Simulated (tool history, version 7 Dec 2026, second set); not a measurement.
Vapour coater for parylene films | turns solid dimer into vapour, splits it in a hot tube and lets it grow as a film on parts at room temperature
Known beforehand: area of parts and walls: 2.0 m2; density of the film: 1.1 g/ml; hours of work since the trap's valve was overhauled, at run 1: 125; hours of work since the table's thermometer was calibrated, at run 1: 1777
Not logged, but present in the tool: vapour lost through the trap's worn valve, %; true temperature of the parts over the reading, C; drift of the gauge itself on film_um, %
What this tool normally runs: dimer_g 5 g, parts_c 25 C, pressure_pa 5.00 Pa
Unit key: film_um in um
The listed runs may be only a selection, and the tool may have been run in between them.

run    hour  dimer_g  parts_c  pressure_pa  hours of work since the trap's valve was overhauled  hours of work since the table's thermometer was calibrated  film_um
  1     0.0        5       25         5.00                                                  125                                                        1777    1.772
  2    47.1        5       25         5.00                                                  159                                                        1810    1.776
  3   121.4        5       25         5.00                                                  211                                                        1863    1.753
  4   200.4        5       25         5.00                                                  268                                                        1919    1.718
  5   242.6        5       25         5.00                                                  298                                                        1950    1.725
  6   311.0        5       25         5.00                                                  346                                                        1998    1.716
      351.1  -- trap's valve overhauled
  7   391.4        5       25         5.00                                                   29                                                        2052    1.822
  8   451.3        5       28         5.00                                                   71                                                        2095    1.674
  9   522.3        5       25         5.00                                                  122                                                        2146    1.785
 10   557.0        3       25         5.00                                                  146                                                        2170    1.063
 11   589.4        3       25         5.00                                                  169                                                        2193    1.057
 12   621.9        9       25         5.00                                                  193                                                        2216    3.176
 13   656.9        9       25         5.00                                                  217                                                        2241    3.167
 14   732.7        2       30         5.00                                                  271                                                        2295    0.610
      739.3  -- table's thermometer calibrated
 15   814.1        5       18         5.66                                                  329                                                          53    1.979
      880.6  -- trap's valve overhauled
 16   882.8        5       25         5.00                                                    2                                                          99    1.841
 17   950.5        5       25         5.00                                                   50                                                         147    1.814
 18  1017.0        5       34         5.00                                                   97                                                         195    1.453
 19  1071.5        5       34         5.00                                                  136                                                         233    1.445
 20  1133.7        5       34         5.00                                                  180                                                         278    1.433
     1154.4  -- table's thermometer calibrated, once more
 21  1194.8        7       26         4.60                                                  223                                                          29    2.428
 22  1240.6        7       26         4.60                                                  255                                                          61    2.400
 23  1315.4        4       18         5.53                                                  309                                                         115    1.590
 24  1381.2        2       21         5.53                                                  355                                                         161    0.725
     1410.1  -- trap's valve overhauled
 25  1433.4        5       33         5.00                                                   17                                                         196    1.479

What if the next run were any one of these 4? Each begins from the tool's condition after run 25:
  A  1484.4        5       25         5.00                                                   53                                                         232        ?
  B  1484.4        3       33         4.84                                                   53                                                         232        ?
  C  1484.4        4       18         5.00                                                   53                                                         232        ?
  D  1484.4        7       33         5.00                                                   53                                                         232        ?

run  film_um
  A    1.791
  B    0.905
  C    1.689
  D    2.072
The same runs, with their run-to-run variation unchanged, on a tool lacking any hidden condition would have given:
run  film_um
  A    1.815
  B    0.917
  C    1.712
  D    2.099
